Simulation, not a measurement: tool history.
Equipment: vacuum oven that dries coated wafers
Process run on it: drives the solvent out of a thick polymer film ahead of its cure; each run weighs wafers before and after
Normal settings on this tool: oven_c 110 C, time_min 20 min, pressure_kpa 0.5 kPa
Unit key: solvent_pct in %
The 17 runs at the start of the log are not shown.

{"run": 18, "day": 5.908, "oven_c": 110, "time_min": 28, "pressure_kpa": 0.5, "solvent_pct": 2.59}
{"run": 19, "day": 6.15, "oven_c": 104, "time_min": 20, "pressure_kpa": 0.5, "solvent_pct": 5.38}
{"run": 20, "day": 6.642, "oven_c": 104, "time_min": 20, "pressure_kpa": 0.5, "solvent_pct": 5.41}
{"day": 6.754, "done": "oven's thermocouples calibrated, once more"}
{"run": 21, "day": 6.992, "oven_c": 104, "time_min": 20, "pressure_kpa": 0.5, "solvent_pct": 5.65}
{"run": 22, "day": 7.396, "oven_c": 108, "time_min": 30, "pressure_kpa": 0.793, "solvent_pct": 3.18}
{"run": 23, "day": 7.879, "oven_c": 108, "time_min": 30, "pressure_kpa": 0.793, "solvent_pct": 3.15}
{"run": 24, "day": 8.396, "oven_c": 117, "time_min": 33, "pressure_kpa": 1.728, "solvent_pct": 2.46}
{"run": 25, "day": 8.871, "oven_c": 119, "time_min": 16, "pressure_kpa": 0.923, "solvent_pct": 3.91}
{"run": 26, "day": 9.146, "oven_c": 110, "time_min": 32, "pressure_kpa": 1.208, "solvent_pct": 3.05}
{"run": 27, "day": 9.492, "oven_c": 117, "time_min": 29, "pressure_kpa": 1.355, "solvent_pct": 2.41}
{"run": 28, "day": 9.825, "oven_c": 104, "time_min": 20, "pressure_kpa": 0.276, "solvent_pct": 5.29}
{"run": 29, "day": 10.292, "oven_c": 104, "time_min": 10, "pressure_kpa": 1.185, "solvent_pct": 9.78}
{"run": 30, "day": 10.508, "oven_c": 110, "time_min": 25, "pressure_kpa": 0.263, "solvent_pct": 2.95}
{"run": 31, "day": 10.917, "oven_c": 102, "time_min": 25, "pressure_kpa": 0.311, "solvent_pct": 4.64}
{"run": 32, "day": 11.412, "oven_c": 109, "time_min": 25, "pressure_kpa": 0.311, "solvent_pct": 3.19}
{"run": 33, "day": 11.792, "oven_c": 108, "time_min": 25, "pressure_kpa": 0.878, "solvent_pct": 4.09}
{"run": 34, "day": 12.242, "oven_c": 108, "time_min": 25, "pressure_kpa": 0.878, "solvent_pct": 4.01}
{"run": 35, "day": 12.488, "oven_c": 105, "time_min": 29, "pressure_kpa": 1.816, "solvent_pct": 5.23}
{"run": 36, "day": 12.817, "oven_c": 105, "time_min": 29, "pressure_kpa": 1.816, "solvent_pct": 5.15}
{"run": 37, "day": 13.192, "oven_c": 103, "time_min": 32, "pressure_kpa": 0.5, "solvent_pct": 3.55}
{"run": 38, "day": 13.688, "oven_c": 122, "time_min": 34, "pressure_kpa": 0.269, "solvent_pct": 0.63}
{"run": 39, "day": 14.142, "oven_c": 122, "time_min": 11, "pressure_kpa": 0.924, "solvent_pct": 5.18}
{"run": 40, "day": 14.367, "oven_c": 122, "time_min": 32, "pressure_kpa": 0.619, "solvent_pct": 1.02}
{"run": 41, "day": 14.629, "oven_c": 104, "time_min": 29, "pressure_kpa": 0.417, "solvent_pct": 3.65}
{"run": 42, "day": 14.871, "oven_c": 105, "time_min": 13, "pressure_kpa": 1.816, "solvent_pct": 8.72}

Each row is a separate what-if for the run after 42, all from the same tool condition, not one after another. Results?
{"run": "A", "day": 15.271, "oven_c": 115, "time_min": 20, "pressure_kpa": 0.5, "solvent_pct": "?"}
{"run": "B", "day": 15.271, "oven_c": 105, "time_min": 13, "pressure_kpa": 0.415, "solvent_pct": "?"}
{"run": "C", "day": 15.271, "oven_c": 110, "time_min": 10, "pressure_kpa": 1.428, "solvent_pct": "?"}

run=A solvent_pct=3.28
run=B solvent_pct=7.59
run=C solvent_pct=8.68
Stripped of hidden state, with their random variation kept, the same runs would have yielded:
run=A solvent_pct=3.09
run=B solvent_pct=7.39
run=C solvent_pct=8.51

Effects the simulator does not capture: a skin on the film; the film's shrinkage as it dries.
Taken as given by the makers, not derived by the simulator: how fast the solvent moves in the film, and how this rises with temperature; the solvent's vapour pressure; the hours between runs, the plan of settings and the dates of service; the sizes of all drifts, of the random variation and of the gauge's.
